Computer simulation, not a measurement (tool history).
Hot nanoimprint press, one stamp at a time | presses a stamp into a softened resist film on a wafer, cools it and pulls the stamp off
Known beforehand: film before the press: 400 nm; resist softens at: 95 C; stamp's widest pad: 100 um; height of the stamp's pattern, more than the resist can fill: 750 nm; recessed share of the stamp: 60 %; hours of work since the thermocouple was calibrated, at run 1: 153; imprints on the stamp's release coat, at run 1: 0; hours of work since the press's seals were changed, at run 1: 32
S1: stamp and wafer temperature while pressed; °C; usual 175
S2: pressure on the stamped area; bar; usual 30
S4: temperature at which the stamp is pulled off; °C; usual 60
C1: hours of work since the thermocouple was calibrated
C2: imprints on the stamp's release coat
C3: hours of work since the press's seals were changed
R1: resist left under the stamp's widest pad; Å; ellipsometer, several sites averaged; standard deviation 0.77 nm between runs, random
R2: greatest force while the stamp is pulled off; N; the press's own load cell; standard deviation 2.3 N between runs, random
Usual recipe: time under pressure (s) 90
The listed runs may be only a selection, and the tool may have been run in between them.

{"run": 1, "day": 0.0, "S1": 175, "S2": 30, "time under pressure (s)": 90, "S4": 60, "C1": 153, "C2": 0, "C3": 32, "R1": 1913, "R2": 103}
{"run": 2, "day": 0.588, "S1": 175, "S2": 30, "time under pressure (s)": 90, "S4": 60, "C1": 163, "C2": 43, "C3": 42, "R1": 1920, "R2": 109}
{"run": 3, "day": 1.217, "S1": 175, "S2": 30, "time under pressure (s)": 90, "S4": 60, "C1": 173, "C2": 88, "C3": 52, "R1": 1914, "R2": 105}
{"run": 4, "day": 1.604, "S1": 175, "S2": 30, "time under pressure (s)": 90, "S4": 60, "C1": 179, "C2": 116, "C3": 58, "R1": 1939, "R2": 108}
{"run": 5, "day": 2.258, "S1": 175, "S2": 30, "time under pressure (s)": 90, "S4": 60, "C1": 190, "C2": 164, "C3": 69, "R1": 1938, "R2": 108}
{"run": 6, "day": 2.958, "S1": 175, "S2": 30, "time under pressure (s)": 90, "S4": 60, "C1": 201, "C2": 214, "C3": 80, "R1": 1946, "R2": 112}
{"run": 7, "day": 3.583, "S1": 175, "S2": 30, "time under pressure (s)": 90, "S4": 60, "C1": 211, "C2": 260, "C3": 90, "R1": 1936, "R2": 113}
{"run": 8, "day": 3.996, "S1": 175, "S2": 30, "time under pressure (s)": 90, "S4": 60, "C1": 218, "C2": 290, "C3": 97, "R1": 1932, "R2": 116}
{"run": 9, "day": 4.417, "S1": 171, "S2": 30, "time under pressure (s)": 90, "S4": 60, "C1": 225, "C2": 320, "C3": 104, "R1": 2185, "R2": 119}
{"run": 10, "day": 4.904, "S1": 175, "S2": 30, "time under pressure (s)": 90, "S4": 60, "C1": 233, "C2": 355, "C3": 112, "R1": 1934, "R2": 117}
{"run": 11, "day": 5.417, "S1": 175, "S2": 30, "time under pressure (s)": 90, "S4": 60, "C1": 241, "C2": 392, "C3": 120, "R1": 1949, "R2": 116}
{"run": 12, "day": 6.008, "S1": 175, "S2": 30, "time under pressure (s)": 90, "S4": 50, "C1": 251, "C2": 435, "C3": 130, "R1": 1933, "R2": 145}
{"day": 6.179, "done": "plate thermocouple calibrated"}
{"run": 13, "day": 6.542, "S1": 175, "S2": 30, "time under pressure (s)": 90, "S4": 53, "C1": 6, "C2": 465, "C3": 136, "R1": 1917, "R2": 139}
{"run": 14, "day": 7.0, "S1": 175, "S2": 30, "time under pressure (s)": 90, "S4": 53, "C1": 13, "C2": 498, "C3": 144, "R1": 1895, "R2": 140}
{"run": 15, "day": 7.354, "S1": 179, "S2": 30, "time under pressure (s)": 90, "S4": 60, "C1": 19, "C2": 524, "C3": 149, "R1": 1711, "R2": 121}
{"run": 16, "day": 8.05, "S1": 179, "S2": 30, "time under pressure (s)": 90, "S4": 60, "C1": 30, "C2": 574, "C3": 161, "R1": 1714, "R2": 121}
{"run": 17, "day": 8.717, "S1": 179, "S2": 29.8, "time under pressure (s)": 158, "S4": 60, "C1": 41, "C2": 622, "C3": 172, "R1": 1374, "R2": 123}
{"run": 18, "day": 9.375, "S1": 179, "S2": 29.8, "time under pressure (s)": 158, "S4": 60, "C1": 52, "C2": 670, "C3": 182, "R1": 1381, "R2": 126}
{"run": 19, "day": 10.033, "S1": 178, "S2": 29.8, "time under pressure (s)": 158, "S4": 46, "C1": 62, "C2": 718, "C3": 193, "R1": 1435, "R2": 165}
{"day": 10.462, "done": "stamp cleaned and given a new release coat"}
{"run": 20, "day": 10.958, "S1": 178, "S2": 29.8, "time under pressure (s)": 158, "S4": 46, "C1": 73, "C2": 36, "C3": 204, "R1": 1432, "R2": 133}
{"run": 21, "day": 11.458, "S1": 178, "S2": 29.8, "time under pressure (s)": 158, "S4": 46, "C1": 81, "C2": 72, "C3": 212, "R1": 1427, "R2": 145}
{"run": 22, "day": 12.017, "S1": 178, "S2": 29.8, "time under pressure (s)": 138, "S4": 46, "C1": 90, "C2": 112, "C3": 221, "R1": 1526, "R2": 146}
{"run": 23, "day": 12.375, "S1": 178, "S2": 37.5, "time under pressure (s)": 133, "S4": 51, "C1": 96, "C2": 138, "C3": 227, "R1": 1369, "R2": 132}
{"run": 24, "day": 12.667, "S1": 183, "S2": 39.3, "time under pressure (s)": 158, "S4": 51, "C1": 101, "C2": 159, "C3": 231, "R1": 1064, "R2": 132}
{"run": 25, "day": 13.033, "S1": 175, "S2": 20, "time under pressure (s)": 90, "S4": 49, "C1": 107, "C2": 186, "C3": 237, "R1": 2317, "R2": 140}
{"run": 26, "day": 13.667, "S1": 171, "S2": 20, "time under pressure (s)": 105, "S4": 49, "C1": 117, "C2": 232, "C3": 248, "R1": 2459, "R2": 137}
{"run": 27, "day": 14.171, "S1": 178, "S2": 30, "time under pressure (s)": 45, "S4": 60, "C1": 125, "C2": 268, "C3": 256, "R1": 2252, "R2": 115}
{"run": 28, "day": 14.533, "S1": 178, "S2": 30, "time under pressure (s)": 45, "S4": 60, "C1": 131, "C2": 294, "C3": 262, "R1": 2237, "R2": 111}
{"run": 29, "day": 15.038, "S1": 178, "S2": 18.8, "time under pressure (s)": 96, "S4": 56, "C1": 139, "C2": 331, "C3": 270, "R1": 2177, "R2": 120}
{"run": 30, "day": 15.438, "S1": 175, "S2": 18.8, "time under pressure (s)": 90, "S4": 60, "C1": 146, "C2": 360, "C3": 276, "R1": 2384, "R2": 113}

4 options for the next run, each taken on its own from the tool as it stands now. Forecast them:
{"run": "A", "day": 16.067, "S1": 176, "S2": 18.8, "time under pressure (s)": 90, "S4": 49, "C1": 156, "C2": 405, "C3": 287, "R1": "?", "R2": "?"}
{"run": "B", "day": 16.067, "S1": 175, "S2": 19.2, "time under pressure (s)": 144, "S4": 60, "C1": 156, "C2": 405, "C3": 287, "R1": "?", "R2": "?"}
{"run": "C", "day": 16.067, "S1": 175, "S2": 18.8, "time under pressure (s)": 45, "S4": 60, "C1": 156, "C2": 405, "C3": 287, "R1": "?", "R2": "?"}
{"run": "D", "day": 16.067, "S1": 175, "S2": 22.6, "time under pressure (s)": 134, "S4": 60, "C1": 156, "C2": 405, "C3": 287, "R1": "?", "R2": "?"}

run=A R1=2327 R2=154
run=B R1=2045 R2=115
run=C R1=2864 R2=119
run=D R1=1931 R2=116
Take away the tool's hidden state, keep each run's random variation, and the runs would have read:
run=A R1=2289 R2=137
run=B R1=2008 R2=102
run=C R1=2828 R2=106
run=D R1=1893 R2=103
